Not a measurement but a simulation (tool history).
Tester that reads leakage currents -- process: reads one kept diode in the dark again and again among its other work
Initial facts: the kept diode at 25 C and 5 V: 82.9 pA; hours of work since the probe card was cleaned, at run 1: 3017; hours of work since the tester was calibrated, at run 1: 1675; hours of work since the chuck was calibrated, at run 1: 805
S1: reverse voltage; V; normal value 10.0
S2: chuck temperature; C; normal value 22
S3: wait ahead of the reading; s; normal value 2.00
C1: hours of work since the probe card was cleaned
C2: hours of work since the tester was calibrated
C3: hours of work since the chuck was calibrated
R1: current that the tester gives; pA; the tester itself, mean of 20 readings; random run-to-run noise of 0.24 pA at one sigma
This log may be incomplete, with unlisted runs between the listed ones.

run	day	S1	S2	S3	C1	C2	C3	R1
1	0.000	10.0	22	2.00	3017	1675	805	76.57
2	4.288	10.0	22	2.00	3067	1724	855	76.27
3	8.142	10.0	22	2.00	3112	1769	899	75.73
4	10.504	10.0	34	2.00	3139	1797	927	216.64
5	12.700	10.0	22	0.59	3165	1822	952	76.72
6	15.950	10.0	22	0.59	3202	1860	990	76.59
7	18.075	10.0	22	0.59	3227	1884	1015	76.36
8	22.625	10.0	22	0.59	3280	1937	1067	76.06
9	26.175	10.0	22	0.59	3321	1978	1109	75.62
10	28.962	10.0	22	0.59	3353	2011	1141	75.48
11	31.783	10.0	22	0.59	3386	2044	1174	74.95
12	35.396	10.0	22	0.59	3428	2085	1216	75.19
13	38.283	1.0	22	0.59	3462	2119	1249	32.64
14	41.008	1.0	22	0.59	3493	2151	1281	32.55
15	43.288	10.0	25	6.58	3520	2177	1307	95.62
16	47.033	3.7	51	2.72	3563	2221	1351	601.14
17	50.433	10.0	25	2.00	3603	2260	1390	95.04
18	53.429	1.5	46	0.71	3637	2295	1425	295.26
19	56.446	2.6	46	1.08	3672	2330	1460	354.91
20	60.196	11.4	46	0.55	3716	2373	1504	583.55
21	64.317	15.9	54	1.07	3764	2421	1552	1215.56
# day 66.083: probe card cleaned and baked
22	68.546	15.9	54	1.07	29	2469	1599	1199.06
23	73.267	15.9	54	1.07	83	2524	1654	1201.62
24	76.642	19.8	22	3.49	123	2563	1693	84.39
25	81.067	1.3	34	2.97	174	2614	1744	99.45
26	84.042	1.3	42	2.97	208	2649	1779	196.59

Here are 3 independent what-if runs from the current tool condition. What would each one return?
A	87.629	10.0	32	8.74	250	2690	1821	?
B	87.629	4.8	40	0.60	250	2690	1821	?
C	87.629	1.1	22	2.00	250	2690	1821	?

run	R1
A	164.31
B	257.86
C	31.25
With no hidden state in the tool, these same runs would have given:
run	R1
A	196.42
B	306.05
C	37.83
